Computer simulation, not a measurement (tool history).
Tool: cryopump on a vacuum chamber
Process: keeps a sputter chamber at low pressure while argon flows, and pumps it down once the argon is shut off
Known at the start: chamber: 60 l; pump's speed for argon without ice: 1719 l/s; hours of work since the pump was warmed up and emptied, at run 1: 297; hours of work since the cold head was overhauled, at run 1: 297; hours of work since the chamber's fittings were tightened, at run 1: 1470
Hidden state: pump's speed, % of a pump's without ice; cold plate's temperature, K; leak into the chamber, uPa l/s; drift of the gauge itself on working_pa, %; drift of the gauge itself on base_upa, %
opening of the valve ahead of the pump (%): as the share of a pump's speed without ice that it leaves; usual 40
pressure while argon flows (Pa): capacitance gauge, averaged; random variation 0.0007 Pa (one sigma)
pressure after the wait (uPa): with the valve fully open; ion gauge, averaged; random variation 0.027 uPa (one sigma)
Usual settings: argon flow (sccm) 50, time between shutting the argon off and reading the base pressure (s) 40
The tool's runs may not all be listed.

| run | hour | argon flow (sccm) | time between shutting the argon off and reading the base pressure (s) | opening of the valve ahead of the pump (%) | hours of work since the pump was warmed up and emptied | hours of work since the cold head was overhauled | hours of work since the chamber's fittings were tightened | pressure while argon flows (Pa) | pressure after the wait (uPa) |
|---|---|---|---|---|---|---|---|---|---|
| 1 | 0.0 | 50 | 40 | 40 | 297 | 297 | 1470 | 0.1285 | 1.76 |
| 2 | 67.0 | 50 | 40 | 40 | 336 | 336 | 1509 | 0.1286 | 1.80 |
| 3 | 127.4 | 50 | 40 | 40 | 372 | 372 | 1545 | 0.1275 | 1.88 |
| 4 | 168.9 | 50 | 40 | 40 | 396 | 396 | 1569 | 0.1297 | 1.88 |
| 5 | 229.5 | 50 | 40 | 40 | 432 | 432 | 1605 | 0.1293 | 1.85 |
| 6 | 294.7 | 50 | 40 | 40 | 471 | 471 | 1643 | 0.1317 | 1.98 |
| 7 | 346.0 | 50 | 40 | 40 | 501 | 501 | 1673 | 0.1300 | 1.94 |
| 8 | 408.2 | 50 | 40 | 40 | 537 | 537 | 1710 | 0.1315 | 1.95 |
| 9 | 443.3 | 50 | 57 | 40 | 558 | 558 | 1731 | 0.1315 | 1.67 |
| 10 | 488.0 | 50 | 57 | 40 | 584 | 584 | 1757 | 0.1319 | 1.67 |
| 11 | 542.3 | 50 | 40 | 40 | 616 | 616 | 1789 | 0.1326 | 2.00 |
| 12 | 607.8 | 50 | 40 | 40 | 655 | 655 | 1828 | 0.1322 | 2.09 |
| 13 | 635.8 | 50 | 40 | 40 | 672 | 672 | 1844 | 0.1341 | 2.09 |
| 14 | 686.4 | 50 | 40 | 40 | 701 | 701 | 1874 | 0.1350 | 2.08 |
| 15 | 717.7 | 50 | 40 | 40 | 720 | 720 | 1892 | 0.1332 | 2.12 |
| 16 | 767.8 | 50 | 40 | 48 | 749 | 749 | 1922 | 0.1156 | 2.21 |
| 17 | 813.1 | 50 | 40 | 48 | 776 | 776 | 1949 | 0.1154 | 2.18 |
|  | 855.9 | pump warmed up, emptied and cooled again |
| 18 | 856.1 | 67 | 166 | 40 | 0 | 798 | 1971 | 0.1661 | 1.20 |
| 19 | 892.5 | 67 | 58 | 34 | 22 | 820 | 1992 | 0.1942 | 1.59 |
| 20 | 941.0 | 50 | 136 | 40 | 50 | 848 | 2021 | 0.1240 | 1.30 |
| 21 | 992.0 | 70 | 93 | 35 | 80 | 878 | 2051 | 0.2006 | 1.42 |
| 22 | 1028.1 | 44 | 34 | 21 | 101 | 900 | 2072 | 0.2066 | 2.19 |
| 23 | 1059.5 | 44 | 34 | 21 | 120 | 918 | 2091 | 0.2091 | 2.19 |
| 24 | 1118.5 | 44 | 34 | 21 | 155 | 953 | 2126 | 0.2074 | 2.19 |
| 25 | 1167.5 | 32 | 281 | 53 | 184 | 982 | 2154 | 0.0622 | 1.20 |
| 26 | 1225.0 | 32 | 281 | 53 | 217 | 1016 | 2188 | 0.0622 | 1.29 |
| 27 | 1283.6 | 50 | 29 | 16 | 252 | 1050 | 2223 | 0.3118 | 2.47 |
| 28 | 1315.6 | 50 | 29 | 16 | 271 | 1069 | 2242 | 0.3111 | 2.55 |
|  | 1350.7 | leaking fittings of the chamber tightened, without venting |
| 29 | 1376.5 | 50 | 29 | 16 | 306 | 1104 | 15 | 0.3138 | 1.57 |
| 30 | 1409.1 | 84 | 38 | 15 | 325 | 1123 | 34 | 0.5593 | 1.26 |
| 31 | 1449.7 | 50 | 40 | 26 | 349 | 1147 | 58 | 0.1946 | 1.25 |
| 32 | 1508.3 | 45 | 40 | 54 | 383 | 1181 | 93 | 0.0874 | 1.26 |
| 33 | 1574.5 | 46 | 97 | 46 | 422 | 1220 | 132 | 0.1040 | 0.70 |

Forecast each of these 3 alternatives for the next run:
| A | 1607.6 | 21 | 247 | 46 | 442 | 1240 | 151 | ? | ? |
| B | 1607.6 | 77 | 26 | 54 | 442 | 1240 | 151 | ? | ? |
| C | 1607.6 | 56 | 217 | 42 | 442 | 1240 | 151 | ? | ? |

| run | pressure while argon flows (Pa) | pressure after the wait (uPa) |
|---|---|---|
| A | 0.0483 | 0.42 |
| B | 0.1505 | 1.78 |
| C | 0.1385 | 0.45 |
Without the tool's hidden state the same runs would have given:
| run | pressure while argon flows (Pa) | pressure after the wait (uPa) |
|---|---|---|
| A | 0.0452 | 0.32 |
| B | 0.1391 | 1.68 |
| C | 0.1302 | 0.35 |

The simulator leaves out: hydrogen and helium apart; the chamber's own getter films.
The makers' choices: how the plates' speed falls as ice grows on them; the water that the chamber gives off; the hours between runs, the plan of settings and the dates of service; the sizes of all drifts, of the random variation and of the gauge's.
